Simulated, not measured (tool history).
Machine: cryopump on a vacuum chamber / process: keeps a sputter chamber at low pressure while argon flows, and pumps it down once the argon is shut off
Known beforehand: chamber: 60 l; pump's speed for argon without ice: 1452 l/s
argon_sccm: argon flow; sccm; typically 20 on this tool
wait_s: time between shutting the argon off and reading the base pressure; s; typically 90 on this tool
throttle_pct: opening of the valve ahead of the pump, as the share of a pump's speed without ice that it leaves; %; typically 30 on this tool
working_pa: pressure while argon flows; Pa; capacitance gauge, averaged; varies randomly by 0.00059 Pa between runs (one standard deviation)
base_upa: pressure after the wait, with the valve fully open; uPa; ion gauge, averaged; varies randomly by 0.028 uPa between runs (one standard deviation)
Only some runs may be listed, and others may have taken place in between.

run	hour	argon_sccm	wait_s	throttle_pct	working_pa	base_upa
1	0	20	90	30	0.0792	2.68
2	13.3	20	90	30	0.0788	2.64
3	25.3	20	90	30	0.0796	2.65
4	42.6	20	90	30	0.0806	2.61
5	59.4	20	90	30	0.0786	2.67
6	70.7	20	90	30	0.0794	2.66
7	84.9	20	90	30	0.079	2.68
8	96.6	20	90	30	0.0799	2.69

Forecast run 9:
9	108.8	27	165	16	?	?

working_pa: 0.1995 Pa
base_upa: 2.18 uPa
Minus the tool's unlogged condition, the same run would have read working_pa 0.1968 Pa, base_upa 0.83 uPa.
